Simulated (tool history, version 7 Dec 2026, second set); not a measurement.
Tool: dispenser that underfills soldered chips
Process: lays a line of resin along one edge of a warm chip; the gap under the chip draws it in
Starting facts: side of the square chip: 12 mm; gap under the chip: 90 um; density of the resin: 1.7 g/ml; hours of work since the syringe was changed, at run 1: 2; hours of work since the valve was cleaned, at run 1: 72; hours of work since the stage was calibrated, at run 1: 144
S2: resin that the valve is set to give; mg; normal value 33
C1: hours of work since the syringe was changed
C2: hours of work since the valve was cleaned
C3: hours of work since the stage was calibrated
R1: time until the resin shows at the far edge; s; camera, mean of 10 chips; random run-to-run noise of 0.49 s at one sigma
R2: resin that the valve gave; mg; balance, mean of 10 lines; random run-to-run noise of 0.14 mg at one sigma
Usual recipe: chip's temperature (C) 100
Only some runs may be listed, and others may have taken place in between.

Run 1, hour 0: usual settings; C1 2; C2 72; C3 144. Result: R1 40.7 s, R2 31.74 mg.
At hour 3.8: dispensing valve cleaned and set on the balance.
At hour 7.4: new syringe of resin.
Run 2, hour 7.8: usual settings; C1 0; C2 2; C3 149. Result: R1 40.3 s, R2 32.88 mg.
At hour 16.1: new syringe of resin.
Run 3, hour 16.8: usual settings; C1 0; C2 8; C3 154. Result: R1 39 s, R2 32.82 mg.
Run 4, hour 24.1: usual settings; C1 5; C2 13; C3 159. Result: R1 46.9 s, R2 32.89 mg.
At hour 25.1: new syringe of resin.
At hour 34: new syringe of resin.
Run 5, hour 34.3: usual settings; C1 0; C2 19; C3 165. Result: R1 39.1 s, R2 32.78 mg.
At hour 42.7: new syringe of resin.
Run 6, hour 42.8: usual settings; C1 0; C2 24; C3 171. Result: R1 40 s, R2 32.51 mg.
At hour 52: new syringe of resin.
Run 7, hour 53.5: usual settings; C1 1; C2 31; C3 177. Result: R1 40.1 s, R2 32.38 mg.
At hour 60.8: new syringe of resin.
Run 8, hour 60.8: usual settings; C1 0; C2 36; C3 182. Result: R1 38.6 s, R2 32.38 mg.
Run 9, hour 65.4: usual settings but chip's temperature (C) 87; C1 3; C2 39; C3 185. Result: R1 62 s, R2 32.29 mg.
At hour 69.9: new syringe of resin.
Run 10, hour 71.8: usual settings but chip's temperature (C) 97; C1 1; C2 43; C3 189. Result: R1 43.6 s, R2 32.29 mg.
Run 11, hour 77.8: usual settings but chip's temperature (C) 97; C1 5; C2 47; C3 193. Result: R1 50.4 s, R2 32.25 mg.
At hour 79.5: new syringe of resin.
Run 12, hour 84.3: usual settings; C1 3; C2 51; C3 197. Result: R1 45.2 s, R2 32.31 mg.
At hour 88.6: new syringe of resin.
Run 13, hour 91.1: usual settings; C1 2; C2 55; C3 201. Result: R1 42 s, R2 32.38 mg.
At hour 97.7: new syringe of resin.
Run 14, hour 98.9: usual settings; C1 1; C2 60; C3 206. Result: R1 40.9 s, R2 31.87 mg.
Run 15, hour 103.9: usual settings; C1 4; C2 63; C3 209. Result: R1 45.6 s, R2 32.01 mg.
At hour 106.4: new syringe of resin.
At hour 115.4: new syringe of resin.
Run 16, hour 115.4: usual settings but S2 36 mg; C1 0; C2 70; C3 216. Result: R1 39.3 s, R2 34.88 mg.
At hour 122: dispensing valve cleaned and set on the balance.
Run 17, hour 122: usual settings but S2 37.2 mg; C1 4; C2 0; C3 220. Result: R1 43.5 s, R2 37.54 mg.
At hour 125.4: new syringe of resin.
Run 18, hour 129.6: usual settings but chip's temperature (C) 93, S2 33.8 mg; C1 3; C2 5; C3 225. Result: R1 51.4 s, R2 33.75 mg.
At hour 134.4: new syringe of resin.
Run 19, hour 135.9: usual settings but chip's temperature (C) 93, S2 33.8 mg; C1 1; C2 9; C3 229. Result: R1 49.5 s, R2 33.78 mg.
At hour 143.5: new syringe of resin.
Run 20, hour 143.9: usual settings but chip's temperature (C) 96, S2 37.3 mg; C1 0; C2 14; C3 234. Result: R1 43.8 s, R2 37.11 mg.
Run 21, hour 150.2: usual settings but chip's temperature (C) 99, S2 42.2 mg; C1 4; C2 18; C3 238. Result: R1 47.2 s, R2 41.41 mg.
At hour 153: new syringe of resin.
Run 22, hour 157.7: usual settings but chip's temperature (C) 95, S2 37.9 mg; C1 3; C2 22; C3 243. Result: R1 48.9 s, R2 37.38 mg.
At hour 161.7: new syringe of resin.
Run 23, hour 166.7: usual settings but chip's temperature (C) 95, S2 37.9 mg; C1 3; C2 28; C3 248. Result: R1 48.9 s, R2 37.61 mg.
At hour 170.9: new syringe of resin.
Run 24, hour 175.6: usual settings but chip's temperature (C) 95, S2 37.9 mg; C1 3; C2 34; C3 254. Result: R1 50.7 s, R2 37.07 mg.
At hour 179.7: new syringe of resin.
Run 25, hour 185.8: usual settings but chip's temperature (C) 95, S2 40.2 mg; C1 4; C2 40; C3 260. Result: R1 51 s, R2 39.57 mg.
At hour 188.8: new syringe of resin.
Run 26, hour 192.7: usual settings but chip's temperature (C) 98, S2 31.6 mg; C1 3; C2 45; C3 265. Result: R1 46.4 s, R2 30.94 mg.
At hour 197.5: new syringe of resin.
Run 27, hour 198.1: usual settings but chip's temperature (C) 98, S2 31.6 mg; C1 0; C2 48; C3 268. Result: R1 42.9 s, R2 30.84 mg.
Run 28, hour 203.2: usual settings but S2 42.5 mg; C1 4; C2 51; C3 271. Result: R1 44.7 s, R2 41.83 mg.
At hour 206.3: new syringe of resin.
Run 29, hour 213.6: usual settings but chip's temperature (C) 107, S2 32.3 mg; C1 5; C2 58; C3 278. Result: R1 39.8 s, R2 31.3 mg.
At hour 215.4: new syringe of resin.
Run 30, hour 223.5: usual settings but chip's temperature (C) 85, S2 36.1 mg; C1 5; C2 64; C3 284. Result: R1 73.4 s, R2 34.87 mg.
At hour 224.6: new syringe of resin.
Run 31, hour 232.1: usual settings but chip's temperature (C) 85, S2 36.1 mg; C1 5; C2 69; C3 289. Result: R1 71.3 s, R2 34.78 mg.
At hour 233.4: new syringe of resin.
At hour 239.9: dispensing valve cleaned and set on the balance.
Run 32, hour 241.9: usual settings but chip's temperature (C) 105, S2 41.1 mg; C1 5; C2 1; C3 295. Result: R1 41.6 s, R2 40.65 mg.
At hour 243.1: new syringe of resin.
Run 33, hour 247.8: usual settings but chip's temperature (C) 105, S2 33.4 mg; C1 3; C2 5; C3 299. Result: R1 39.5 s, R2 33.25 mg.

Here are 3 independent what-if runs from the current tool condition. What would each one return?
At hour 251.8: new syringe of resin.
Run A, hour 256.9: usual settings but chip's temperature (C) 105, S2 37.9 mg; C1 3; C2 11; C3 304. Result: R1 ?, R2 ?.
At hour 251.8: new syringe of resin.
Run B, hour 256.9: usual settings but chip's temperature (C) 105, S2 36.1 mg; C1 3; C2 11; C3 304. Result: R1 ?, R2 ?.
At hour 251.8: new syringe of resin.
Run C, hour 256.9: usual settings but chip's temperature (C) 92; C1 3; C2 11; C3 304. Result: R1 ?, R2 ?.

run    R1     R2
  A  39.2  37.48
  B  38.7  35.73
  C  56.3  32.64
Take away the tool's hidden state, keep each run's random variation, and the runs would have read:
run    R1     R2
  A  33.9  37.78
  B  33.5  36.02
  C  48.6   32.9

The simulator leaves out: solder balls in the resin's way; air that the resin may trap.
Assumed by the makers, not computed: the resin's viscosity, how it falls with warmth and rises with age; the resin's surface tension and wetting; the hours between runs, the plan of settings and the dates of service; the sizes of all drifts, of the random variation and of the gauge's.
